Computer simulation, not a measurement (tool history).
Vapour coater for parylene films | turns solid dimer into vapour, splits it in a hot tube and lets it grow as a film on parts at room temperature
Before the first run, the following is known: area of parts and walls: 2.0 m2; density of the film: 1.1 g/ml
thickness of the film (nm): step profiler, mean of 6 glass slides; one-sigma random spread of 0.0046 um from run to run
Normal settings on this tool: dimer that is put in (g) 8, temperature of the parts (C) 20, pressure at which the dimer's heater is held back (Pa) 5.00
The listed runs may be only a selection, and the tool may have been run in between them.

| run | hour | dimer that is put in (g) | temperature of the parts (C) | pressure at which the dimer's heater is held back (Pa) | thickness of the film (nm) |
|---|---|---|---|---|---|
| 1 | 0.0 | 8 | 20 | 5.00 | 1781 |
| 2 | 22.5 | 8 | 20 | 2.73 | 2006 |
| 3 | 57.5 | 8 | 20 | 2.73 | 2007 |
| 4 | 78.3 | 8 | 20 | 2.81 | 1984 |
| 5 | 99.7 | 8 | 20 | 2.81 | 1990 |
| 6 | 122.5 | 8 | 20 | 2.81 | 1983 |
| 7 | 155.6 | 8 | 20 | 5.00 | 1770 |
|  | 159.0 | table's thermometer calibrated |
| 8 | 174.6 | 3 | 20 | 5.00 | 661 |
|  | 212.6 | trap's valve overhauled |
| 9 | 214.6 | 8 | 13 | 5.00 | 2104 |
| 10 | 250.7 | 5 | 23 | 2.33 | 1260 |
| 11 | 272.8 | 4 | 20 | 11.82 | 787 |
| 12 | 310.1 | 4 | 20 | 11.82 | 775 |
| 13 | 336.2 | 3 | 22 | 2.67 | 752 |

Run by run, hidden condition taken away, random variation retained:
Hidden state present: vapour lost through the trap's worn valve, %; true temperature of the parts over the reading, C; drift of the gauge itself on film_um, %.
| run | thickness of the film (nm) |
|---|---|
| 1 | 1861 |
| 2 | 2098 |
| 3 | 2101 |
| 4 | 2079 |
| 5 | 2088 |
| 6 | 2082 |
| 7 | 1861 |
| 8 | 696 |
| 9 | 2121 |
| 10 | 1273 |
| 11 | 795 |
| 12 | 784 |
| 13 | 762 |

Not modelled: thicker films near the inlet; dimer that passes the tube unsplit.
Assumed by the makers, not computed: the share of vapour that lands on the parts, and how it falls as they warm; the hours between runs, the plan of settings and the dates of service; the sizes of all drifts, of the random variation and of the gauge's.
